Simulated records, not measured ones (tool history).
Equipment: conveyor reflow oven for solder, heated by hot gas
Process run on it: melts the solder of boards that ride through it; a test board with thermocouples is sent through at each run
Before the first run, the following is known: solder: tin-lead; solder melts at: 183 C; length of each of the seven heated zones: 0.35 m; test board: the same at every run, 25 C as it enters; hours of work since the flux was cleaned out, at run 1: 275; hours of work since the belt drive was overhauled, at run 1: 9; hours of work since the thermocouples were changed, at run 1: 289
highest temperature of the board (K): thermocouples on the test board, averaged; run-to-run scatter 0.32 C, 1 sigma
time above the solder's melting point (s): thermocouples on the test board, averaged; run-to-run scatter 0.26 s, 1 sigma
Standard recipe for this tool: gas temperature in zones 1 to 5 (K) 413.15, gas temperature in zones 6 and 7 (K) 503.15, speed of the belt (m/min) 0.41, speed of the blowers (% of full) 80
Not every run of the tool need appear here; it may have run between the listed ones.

| run | hour | gas temperature in zones 1 to 5 (K) | gas temperature in zones 6 and 7 (K) | speed of the belt (m/min) | speed of the blowers (% of full) | hours of work since the flux was cleaned out | hours of work since the belt drive was overhauled | hours of work since the thermocouples were changed | highest temperature of the board (K) | time above the solder's melting point (s) |
|---|---|---|---|---|---|---|---|---|---|---|
| 1 | 0 | 413.15 | 503.15 | 0.41 | 80 | 275 | 9 | 289 | 486.85 | 74.3 |
| 2 | 26.5 | 413.15 | 503.15 | 0.41 | 80 | 288 | 22 | 301 | 487.45 | 74.3 |
| 3 | 49.6 | 413.15 | 503.15 | 0.41 | 80 | 299 | 33 | 313 | 487.15 | 74.1 |
| 4 | 76.6 | 413.15 | 501.15 | 0.41 | 80 | 312 | 47 | 326 | 484.85 | 71.9 |
| 5 | 103.5 | 423.15 | 503.15 | 0.41 | 80 | 325 | 60 | 339 | 488.65 | 81.4 |
| 6 | 134.2 | 413.15 | 503.15 | 0.41 | 80 | 340 | 74 | 354 | 485.55 | 73.6 |
| 7 | 148.9 | 411.15 | 503.15 | 0.41 | 80 | 347 | 82 | 361 | 486.45 | 71.7 |
| 8 | 163.2 | 413.15 | 503.15 | 0.41 | 61 | 354 | 89 | 368 | 481.65 | 65.6 |
| 9 | 196 | 413.15 | 503.15 | 0.41 | 61 | 370 | 104 | 384 | 481.45 | 65.1 |
| 10 | 213.5 | 413.15 | 503.15 | 0.41 | 61 | 379 | 113 | 392 | 481.65 | 64.9 |
| 11 | 229 | 413.15 | 503.15 | 0.41 | 61 | 386 | 120 | 400 | 481.65 | 65.1 |
|  | 249.9 | flux residue cleaned out of gas plates and filters |
| 12 | 260 | 413.15 | 503.15 | 0.41 | 61 | 5 | 133 | 412 | 483.95 | 70.5 |
| 13 | 285.2 | 413.15 | 503.15 | 0.41 | 61 | 17 | 145 | 425 | 483.95 | 69.8 |
| 14 | 305.5 | 425.15 | 501.15 | 0.41 | 69 | 27 | 155 | 434 | 486.55 | 81 |
| 15 | 326.5 | 408.15 | 499.15 | 0.41 | 73 | 37 | 165 | 445 | 482.85 | 67.3 |
| 16 | 348.2 | 403.15 | 503.15 | 0.464 | 80 | 48 | 176 | 455 | 483.75 | 57.1 |
| 17 | 380.4 | 402.15 | 497.15 | 0.373 | 51 | 63 | 192 | 471 | 476.15 | 58.2 |
| 18 | 398.5 | 413.15 | 512.15 | 0.41 | 63 | 72 | 200 | 480 | 492.15 | 79 |
| 19 | 414 | 413.15 | 512.15 | 0.41 | 63 | 80 | 208 | 487 | 491.85 | 78.4 |
| 20 | 431.5 | 427.15 | 503.15 | 0.41 | 57 | 88 | 216 | 496 | 485.25 | 79.2 |
| 21 | 449.9 | 427.15 | 503.15 | 0.41 | 57 | 97 | 225 | 505 | 484.65 | 79.1 |
| 22 | 467.9 | 399.15 | 509.15 | 0.337 | 80 | 106 | 234 | 513 | 497.45 | 97.7 |
| 23 | 491.6 | 413.15 | 503.15 | 0.41 | 84 | 117 | 246 | 525 | 488.55 | 77.4 |
| 24 | 508.8 | 411.15 | 505.15 | 0.41 | 80 | 126 | 254 | 533 | 488.95 | 77 |
| 25 | 524.8 | 423.15 | 517.15 | 0.486 | 53 | 133 | 262 | 541 | 487.45 | 64.9 |

Below are 5 alternative next runs, each starting from the tool's condition after run 25. Predict each:
| A | 557.6 | 403.15 | 517.15 | 0.486 | 53 | 149 | 278 | 557 | ? | ? |
| B | 557.6 | 423.15 | 517.15 | 0.378 | 53 | 149 | 278 | 557 | ? | ? |
| C | 557.6 | 423.15 | 517.15 | 0.486 | 53 | 149 | 278 | 557 | ? | ? |
| D | 557.6 | 408.15 | 503.15 | 0.41 | 81 | 149 | 278 | 557 | ? | ? |
| E | 557.6 | 417.15 | 517.15 | 0.486 | 53 | 149 | 278 | 557 | ? | ? |

| run | highest temperature of the board (K) | time above the solder's melting point (s) |
|---|---|---|
| A | 481.65 | 49.5 |
| B | 496.55 | 96.5 |
| C | 487.45 | 64.7 |
| D | 487.25 | 73.2 |
| E | 485.25 | 60 |
Had the tool no hidden state, the same runs would have come out as:
| run | highest temperature of the board (K) | time above the solder's melting point (s) |
|---|---|---|
| A | 484.25 | 52.4 |
| B | 498.85 | 98 |
| C | 489.85 | 67 |
| D | 489.95 | 75.9 |
| E | 487.75 | 62.5 |
